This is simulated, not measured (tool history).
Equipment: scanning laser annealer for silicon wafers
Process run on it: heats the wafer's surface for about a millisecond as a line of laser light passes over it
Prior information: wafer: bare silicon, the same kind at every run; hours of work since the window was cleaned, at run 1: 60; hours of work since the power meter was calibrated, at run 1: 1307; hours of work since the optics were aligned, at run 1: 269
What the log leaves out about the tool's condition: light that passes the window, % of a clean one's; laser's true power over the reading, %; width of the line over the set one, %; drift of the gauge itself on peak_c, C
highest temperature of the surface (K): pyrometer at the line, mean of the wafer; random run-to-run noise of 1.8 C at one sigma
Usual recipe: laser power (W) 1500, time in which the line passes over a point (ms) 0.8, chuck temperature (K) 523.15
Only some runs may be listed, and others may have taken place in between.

run	day	laser power (W)	time in which the line passes over a point (ms)	chuck temperature (K)	hours of work since the window was cleaned	hours of work since the power meter was calibrated	hours of work since the optics were aligned	highest temperature of the surface (K)
1	0	1500	0.8	523.15	60	1307	269	1284.15
2	3.108	1500	0.8	523.15	105	1352	314	1275.15
3	5.075	1500	0.8	523.15	133	1380	342	1272.15
4	6.792	1500	0.8	523.15	158	1405	367	1270.15
5	8.571	1500	0.8	556.15	183	1430	393	1302.15
6	10.046	1527	0.8	523.15	205	1452	414	1278.15
7	13.029	1500	0.8	523.15	248	1495	457	1259.15
8	14.596	1500	0.8	523.15	270	1517	480	1256.15
9	15.867	1500	0.8	523.15	289	1536	498	1254.15
10	18.796	1500	0.8	523.15	331	1578	540	1251.15
11	21.475	1500	0.964	523.15	370	1617	579	1307.15
# day 21.8: window over the wafer cleaned
12	24.625	1500	0.964	523.15	41	1661	623	1338.15
13	26.888	1500	0.833	523.15	73	1694	656	1280.15
14	28.288	1500	0.833	523.15	94	1714	676	1280.15
15	30.175	1500	0.833	523.15	121	1741	703	1276.15
16	33.15	1500	0.8	523.15	164	1784	746	1263.15
17	34.692	1500	0.933	523.15	186	1806	769	1307.15
18	36.696	1500	0.933	523.15	215	1835	798	1303.15
19	38.854	1500	0.933	523.15	246	1866	829	1300.15
20	41.95	1500	0.933	528.15	291	1911	873	1300.15
21	44.9	1500	0.791	513.15	333	1954	916	1228.15
22	47.429	1393	0.678	530.15	370	1990	953	1146.15
# day 47.725: window over the wafer cleaned
# day 48.154: optics aligned, line set to its width
23	49.238	1393	0.678	530.15	19	2012	16	1190.15
24	51.325	1599	0.571	523.15	49	2042	46	1233.15
25	54.375	1337	0.722	542.15	93	2086	90	1183.15
26	56.042	1509	0.987	523.15	117	2110	114	1353.15
27	59.025	1509	0.987	523.15	160	2153	157	1353.15
28	61.954	1556	0.8	514.15	202	2196	199	1292.15
29	65.079	1360	0.8	514.15	247	2241	244	1182.15
30	66.871	1360	0.8	514.15	273	2267	270	1178.15
31	69.246	1360	0.8	514.15	308	2301	304	1177.15
32	71.917	1349	0.745	541.15	346	2339	343	1176.15
# day 73.767: window over the wafer cleaned
33	74.338	1349	0.745	541.15	8	2373	377	1198.15
34	77.192	1299	0.623	547.15	49	2414	418	1126.15
35	80.104	1605	0.8	546.15	91	2456	460	1356.15
36	82.258	1605	0.8	546.15	123	2487	491	1348.15
37	83.954	1605	0.8	546.15	147	2512	516	1347.15
38	85.788	1605	0.585	490.15	173	2538	542	1187.15
39	88.154	1318	0.563	523.15	208	2573	576	1077.15
40	90.904	1603	0.955	546.15	247	2612	616	1396.15

5 options for the next run, each taken on its own from the tool as it stands now. Forecast them:
A	93.746	1603	0.818	514.15	288	2653	657	?
B	93.746	1600	0.955	546.15	288	2653	657	?
C	93.746	1289	0.752	546.15	288	2653	657	?
D	93.746	1500	0.8	532.15	288	2653	657	?
E	93.746	1591	0.989	524.15	288	2653	657	?

run	highest temperature of the surface (K)
A	1304.15
B	1391.15
C	1150.15
D	1264.15
E	1375.15
What these runs would have given with no unlogged condition in the tool:
run	highest temperature of the surface (K)
A	1345.15
B	1435.15
C	1181.15
D	1302.15
E	1419.15
